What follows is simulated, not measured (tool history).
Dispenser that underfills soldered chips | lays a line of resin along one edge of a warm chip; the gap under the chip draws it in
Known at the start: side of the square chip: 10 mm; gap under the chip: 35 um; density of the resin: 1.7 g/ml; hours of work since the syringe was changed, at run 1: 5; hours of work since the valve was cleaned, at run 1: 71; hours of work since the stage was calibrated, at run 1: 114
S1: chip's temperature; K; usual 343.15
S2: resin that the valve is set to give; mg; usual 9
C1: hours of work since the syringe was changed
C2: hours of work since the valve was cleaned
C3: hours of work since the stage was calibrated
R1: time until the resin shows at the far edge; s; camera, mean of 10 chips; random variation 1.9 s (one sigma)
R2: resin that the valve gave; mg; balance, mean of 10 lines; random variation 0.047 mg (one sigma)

| run | hour | S1 | S2 | C1 | C2 | C3 | R1 | R2 |
|---|---|---|---|---|---|---|---|---|
| 1 | 0 | 343.15 | 9 | 5 | 71 | 114 | 254.6 | 8.69 |
| 2 | 5.7 | 343.15 | 9 | 9 | 74 | 117 | 310.7 | 8.57 |
| 3 | 9 | 343.15 | 9 | 11 | 76 | 119 | 350.1 | 8.58 |
|  | 9.7 | new syringe of resin |
| 4 | 12.9 | 343.15 | 11.52 | 2 | 79 | 122 | 212.4 | 11.04 |
| 5 | 17.3 | 343.15 | 9 | 5 | 82 | 125 | 256 | 8.53 |
| 6 | 21.6 | 343.15 | 9 | 8 | 85 | 128 | 294.9 | 8.59 |
| 7 | 26.1 | 329.15 | 9 | 11 | 88 | 131 | 588.9 | 8.61 |
|  | 27.4 | new syringe of resin |
| 8 | 31.1 | 329.15 | 9 | 2 | 91 | 134 | 393.3 | 8.52 |
| 9 | 34.9 | 355.15 | 8.79 | 5 | 93 | 136 | 167.1 | 8.31 |
| 10 | 39 | 357.15 | 11.21 | 8 | 96 | 139 | 170.8 | 10.57 |
| 11 | 44.7 | 354.15 | 9.93 | 11 | 99 | 142 | 234.5 | 9.29 |
|  | 45.3 | new syringe of resin |
| 12 | 49 | 354.15 | 11.1 | 2 | 102 | 145 | 146.5 | 10.37 |
| 13 | 53.1 | 354.15 | 11.1 | 5 | 105 | 148 | 168.9 | 10.31 |
| 14 | 58.8 | 345.15 | 11.1 | 9 | 109 | 151 | 288.9 | 10.31 |

Forecast each of these 5 alternatives for the next run:
| A | 61.8 | 345.15 | 9.45 | 11 | 111 | 153 | ? | ? |
| B | 61.8 | 343.15 | 8.06 | 11 | 111 | 153 | ? | ? |
| C | 61.8 | 345.15 | 11.1 | 11 | 111 | 153 | ? | ? |
| D | 61.8 | 350.15 | 11.1 | 11 | 111 | 153 | ? | ? |
| E | 61.8 | 338.15 | 11.21 | 11 | 111 | 153 | ? | ? |

| run | R1 | R2 |
|---|---|---|
| A | 325.8 | 8.84 |
| B | 360.3 | 7.52 |
| C | 318.3 | 10.31 |
| D | 262.2 | 10.26 |
| E | 416.6 | 10.45 |
Without the tool's hidden state the same runs would have given:
| run | R1 | R2 |
|---|---|---|
| A | 177.1 | 9.48 |
| B | 193.7 | 8.06 |
| C | 173.6 | 11.06 |
| D | 143.5 | 11.01 |
| E | 227.2 | 11.21 |
